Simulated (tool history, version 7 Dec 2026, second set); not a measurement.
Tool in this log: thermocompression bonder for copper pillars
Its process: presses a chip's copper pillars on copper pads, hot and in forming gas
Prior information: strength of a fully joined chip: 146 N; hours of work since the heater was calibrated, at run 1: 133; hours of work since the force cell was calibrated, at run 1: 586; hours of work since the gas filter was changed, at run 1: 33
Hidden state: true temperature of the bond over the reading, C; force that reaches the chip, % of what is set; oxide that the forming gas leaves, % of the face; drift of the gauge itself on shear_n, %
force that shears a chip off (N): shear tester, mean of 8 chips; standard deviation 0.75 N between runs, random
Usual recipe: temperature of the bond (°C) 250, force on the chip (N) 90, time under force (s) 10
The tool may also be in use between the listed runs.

run	hour	temperature of the bond (°C)	force on the chip (N)	time under force (s)	hours of work since the heater was calibrated	hours of work since the force cell was calibrated	hours of work since the gas filter was changed	force that shears a chip off (N)
1	0	250	90	10	133	586	33	75
2	5	250	90	10	135	588	35	74.7
3	9.1	250	90	10	137	590	36	74.3
4	13.3	250	90	17	139	592	38	89.3
5	20.4	250	68	10	142	595	41	58.8
6	26.2	240	90	6	144	598	44	52.4
7	33.1	245	102	9	147	601	47	72.1

Expected results for the next run?
8	38	252	117	9	149	603	49	?

{"run 8": {"force that shears a chip off (N)": 88.8}}
Had the tool carried no hidden state, the very same run would have given force that shears a chip off (N) 88.7.

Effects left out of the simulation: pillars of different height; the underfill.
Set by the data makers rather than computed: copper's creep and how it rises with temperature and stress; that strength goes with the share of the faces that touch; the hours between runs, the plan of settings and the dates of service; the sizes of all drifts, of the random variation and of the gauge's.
